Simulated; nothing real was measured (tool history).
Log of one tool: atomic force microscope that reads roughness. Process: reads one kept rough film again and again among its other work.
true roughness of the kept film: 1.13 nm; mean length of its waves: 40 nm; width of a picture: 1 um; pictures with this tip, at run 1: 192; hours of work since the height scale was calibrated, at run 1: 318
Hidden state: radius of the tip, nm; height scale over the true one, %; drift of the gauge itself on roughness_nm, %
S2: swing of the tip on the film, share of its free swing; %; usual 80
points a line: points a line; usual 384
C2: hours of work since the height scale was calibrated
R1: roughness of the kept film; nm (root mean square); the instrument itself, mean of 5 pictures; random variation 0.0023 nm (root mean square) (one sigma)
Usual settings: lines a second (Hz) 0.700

Run 1, hour 0.0: usual settings; pictures with this tip 192; C2 318. Result: R1 1.081 nm (root mean square).
Run 2, hour 25.6: usual settings but lines a second (Hz) 1.259; pictures with this tip 229; C2 331. Result: R1 1.054 nm (root mean square).
Run 3, hour 47.1: usual settings but lines a second (Hz) 1.259, S2 65 %; pictures with this tip 260; C2 342. Result: R1 1.086 nm (root mean square).
Run 4, hour 78.0: usual settings but lines a second (Hz) 1.259, S2 65 %; pictures with this tip 304; C2 358. Result: R1 1.091 nm (root mean square).
At hour 95.3: new tip fitted.
Run 5, hour 101.6: usual settings but lines a second (Hz) 1.259, S2 65 %; pictures with this tip 9; C2 370. Result: R1 1.084 nm (root mean square).
Run 6, hour 126.6: usual settings but S2 74 %; pictures with this tip 45; C2 382. Result: R1 1.092 nm (root mean square).
Run 7, hour 161.4: usual settings but S2 74 %; pictures with this tip 95; C2 400. Result: R1 1.087 nm (root mean square).
Run 8, hour 180.6: usual settings but points a line 523; pictures with this tip 122; C2 410. Result: R1 1.079 nm (root mean square).
Run 9, hour 213.6: usual settings but points a line 523; pictures with this tip 170; C2 426. Result: R1 1.079 nm (root mean square).
Run 10, hour 231.1: usual settings but lines a second (Hz) 1.270, points a line 523; pictures with this tip 195; C2 435. Result: R1 1.057 nm (root mean square).
Run 11, hour 253.9: usual settings but lines a second (Hz) 1.270, points a line 523; pictures with this tip 228; C2 447. Result: R1 1.056 nm (root mean square).
Run 12, hour 288.8: usual settings but lines a second (Hz) 0.746, S2 70 %, points a line 453; pictures with this tip 278; C2 464. Result: R1 1.090 nm (root mean square).
Run 13, hour 305.7: usual settings but lines a second (Hz) 0.746, S2 70 %, points a line 453; pictures with this tip 302; C2 473. Result: R1 1.090 nm (root mean square).
At hour 323.0: new tip fitted.
Run 14, hour 325.1: usual settings but S2 71 %, points a line 258; pictures with this tip 3; C2 482. Result: R1 1.084 nm (root mean square).
Run 15, hour 348.9: usual settings but S2 75 %; pictures with this tip 37; C2 494. Result: R1 1.086 nm (root mean square).
Run 16, hour 379.9: usual settings but lines a second (Hz) 1.181; pictures with this tip 82; C2 510. Result: R1 1.060 nm (root mean square).
Run 17, hour 395.6: usual settings but lines a second (Hz) 2.254, S2 57 %; pictures with this tip 104; C2 518. Result: R1 1.086 nm (root mean square).
Run 18, hour 420.1: usual settings but lines a second (Hz) 3.439, points a line 419; pictures with this tip 139; C2 530. Result: R1 0.982 nm (root mean square).
Run 19, hour 443.0: usual settings but lines a second (Hz) 2.021, S2 81 %, points a line 999; pictures with this tip 172; C2 542. Result: R1 1.029 nm (root mean square).
Run 20, hour 472.5: usual settings but lines a second (Hz) 1.404, S2 62 %, points a line 993; pictures with this tip 214; C2 557. Result: R1 1.092 nm (root mean square).

Forecast each of these 3 alternatives for the next run:
Run A, hour 504.7: usual settings but S2 64 %, points a line 268; pictures with this tip 260; C2 573. Result: R1 ?.
Run B, hour 504.7: usual settings but lines a second (Hz) 1.522, S2 75 %, points a line 993; pictures with this tip 260; C2 573. Result: R1 ?.
Run C, hour 504.7: usual settings but lines a second (Hz) 2.338, S2 83 %, points a line 995; pictures with this tip 260; C2 573. Result: R1 ?.

run     R1
  A  1.090
  B  1.063
  C  1.010
Without the tool's hidden state the same runs would have given:
run     R1
  A  1.091
  B  1.064
  C  1.010
